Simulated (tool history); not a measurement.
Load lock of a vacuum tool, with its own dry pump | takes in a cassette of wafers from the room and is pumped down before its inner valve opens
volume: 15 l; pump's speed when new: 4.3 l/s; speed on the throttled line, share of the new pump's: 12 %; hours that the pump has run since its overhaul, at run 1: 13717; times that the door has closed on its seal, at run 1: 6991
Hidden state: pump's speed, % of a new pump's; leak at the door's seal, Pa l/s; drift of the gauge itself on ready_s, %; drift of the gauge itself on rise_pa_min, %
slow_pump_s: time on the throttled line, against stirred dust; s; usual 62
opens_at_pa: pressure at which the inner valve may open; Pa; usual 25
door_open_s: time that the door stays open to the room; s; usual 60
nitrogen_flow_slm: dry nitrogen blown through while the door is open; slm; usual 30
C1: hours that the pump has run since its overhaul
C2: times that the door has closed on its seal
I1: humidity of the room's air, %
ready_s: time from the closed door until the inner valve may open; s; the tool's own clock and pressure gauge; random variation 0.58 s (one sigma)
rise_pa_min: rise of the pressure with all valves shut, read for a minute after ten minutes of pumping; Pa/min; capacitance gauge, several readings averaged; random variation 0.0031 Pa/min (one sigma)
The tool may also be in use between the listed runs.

{"run": 1, "hour": 0.0, "slow_pump_s": 62, "opens_at_pa": 25, "door_open_s": 60, "nitrogen_flow_slm": 30, "C1": 13717, "C2": 6991, "I1": 43, "ready_s": 87.2, "rise_pa_min": 0.063}
{"run": 2, "hour": 75.5, "slow_pump_s": 62, "opens_at_pa": 25, "door_open_s": 60, "nitrogen_flow_slm": 30, "C1": 13792, "C2": 7133, "I1": 45, "ready_s": 86.5, "rise_pa_min": 0.058}
{"run": 3, "hour": 153.8, "slow_pump_s": 62, "opens_at_pa": 25, "door_open_s": 60, "nitrogen_flow_slm": 30, "C1": 13870, "C2": 7281, "I1": 46.3, "ready_s": 86.3, "rise_pa_min": 0.064}
{"run": 4, "hour": 233.6, "slow_pump_s": 62, "opens_at_pa": 25, "door_open_s": 25, "nitrogen_flow_slm": 30, "C1": 13950, "C2": 7432, "I1": 46, "ready_s": 86.7, "rise_pa_min": 0.043}
{"run": 5, "hour": 315.9, "slow_pump_s": 62, "opens_at_pa": 25, "door_open_s": 25, "nitrogen_flow_slm": 30, "C1": 14032, "C2": 7587, "I1": 43.3, "ready_s": 86.5, "rise_pa_min": 0.041}
{"run": 6, "hour": 433.8, "slow_pump_s": 62, "opens_at_pa": 25, "door_open_s": 60, "nitrogen_flow_slm": 30, "C1": 14150, "C2": 7810, "I1": 43.1, "ready_s": 86.5, "rise_pa_min": 0.058}
{"run": 7, "hour": 598.5, "slow_pump_s": 62, "opens_at_pa": 25, "door_open_s": 60, "nitrogen_flow_slm": 30, "C1": 14315, "C2": 8121, "I1": 49.1, "ready_s": 87.4, "rise_pa_min": 0.072}
{"run": 8, "hour": 740.9, "slow_pump_s": 62, "opens_at_pa": 25, "door_open_s": 60, "nitrogen_flow_slm": 30, "C1": 14457, "C2": 8390, "I1": 46.5, "ready_s": 86.4, "rise_pa_min": 0.066}
{"run": 9, "hour": 896.7, "slow_pump_s": 62, "opens_at_pa": 25, "door_open_s": 60, "nitrogen_flow_slm": 30, "C1": 14613, "C2": 8684, "I1": 44.8, "ready_s": 87, "rise_pa_min": 0.064}
{"run": 10, "hour": 975.4, "slow_pump_s": 62, "opens_at_pa": 25, "door_open_s": 60, "nitrogen_flow_slm": 30, "C1": 14692, "C2": 8833, "I1": 49.5, "ready_s": 86.6, "rise_pa_min": 0.072}
{"run": 11, "hour": 1128.1, "slow_pump_s": 62, "opens_at_pa": 25, "door_open_s": 60, "nitrogen_flow_slm": 30, "C1": 14845, "C2": 9121, "I1": 44.1, "ready_s": 87, "rise_pa_min": 0.07}
{"run": 12, "hour": 1199.7, "slow_pump_s": 65, "opens_at_pa": 25, "door_open_s": 26, "nitrogen_flow_slm": 30, "C1": 14916, "C2": 9256, "I1": 46.8, "ready_s": 89.5, "rise_pa_min": 0.042}
{"run": 13, "hour": 1295.0, "slow_pump_s": 65, "opens_at_pa": 25, "door_open_s": 26, "nitrogen_flow_slm": 30, "C1": 15012, "C2": 9436, "I1": 41, "ready_s": 88.9, "rise_pa_min": 0.041}
{"run": 14, "hour": 1457.0, "slow_pump_s": 32, "opens_at_pa": 25, "door_open_s": 60, "nitrogen_flow_slm": 30, "C1": 15174, "C2": 9742, "I1": 42.2, "ready_s": 61.4, "rise_pa_min": 0.07}
{"run": 15, "hour": 1621.1, "slow_pump_s": 38, "opens_at_pa": 44, "door_open_s": 60, "nitrogen_flow_slm": 30, "C1": 15338, "C2": 10052, "I1": 47.8, "ready_s": 64.4, "rise_pa_min": 0.076}
{"run": 16, "hour": 1738.3, "slow_pump_s": 62, "opens_at_pa": 44, "door_open_s": 60, "nitrogen_flow_slm": 30, "C1": 15455, "C2": 10273, "I1": 47.2, "ready_s": 84.3, "rise_pa_min": 0.068}
{"run": 17, "hour": 1907.9, "slow_pump_s": 62, "opens_at_pa": 26, "door_open_s": 60, "nitrogen_flow_slm": 6, "C1": 15625, "C2": 10593, "I1": 46, "ready_s": 85.8, "rise_pa_min": 0.101}

Forecast each of these 4 alternatives for the next run:
{"run": "A", "hour": 2058.4, "slow_pump_s": 99, "opens_at_pa": 22, "door_open_s": 60, "nitrogen_flow_slm": 8, "C1": 15775, "C2": 10877, "I1": 48, "ready_s": "?", "rise_pa_min": "?"}
{"run": "B", "hour": 2058.4, "slow_pump_s": 62, "opens_at_pa": 42, "door_open_s": 174, "nitrogen_flow_slm": 6, "C1": 15775, "C2": 10877, "I1": 42, "ready_s": "?", "rise_pa_min": "?"}
{"run": "C", "hour": 2058.4, "slow_pump_s": 62, "opens_at_pa": 26, "door_open_s": 146, "nitrogen_flow_slm": 6, "C1": 15775, "C2": 10877, "I1": 44.7, "ready_s": "?", "rise_pa_min": "?"}
{"run": "D", "hour": 2058.4, "slow_pump_s": 62, "opens_at_pa": 25, "door_open_s": 143, "nitrogen_flow_slm": 30, "C1": 15775, "C2": 10877, "I1": 45.5, "ready_s": "?", "rise_pa_min": "?"}

run=A ready_s=119.5 rise_pa_min=0.099
run=B ready_s=84.4 rise_pa_min=0.172
run=C ready_s=86.9 rise_pa_min=0.173
run=D ready_s=88.6 rise_pa_min=0.111
Without the tool's hidden state the same runs would have given:
run=A ready_s=116.5 rise_pa_min=0.091
run=B ready_s=81 rise_pa_min=0.165
run=C ready_s=83.2 rise_pa_min=0.165
run=D ready_s=84.8 rise_pa_min=0.103

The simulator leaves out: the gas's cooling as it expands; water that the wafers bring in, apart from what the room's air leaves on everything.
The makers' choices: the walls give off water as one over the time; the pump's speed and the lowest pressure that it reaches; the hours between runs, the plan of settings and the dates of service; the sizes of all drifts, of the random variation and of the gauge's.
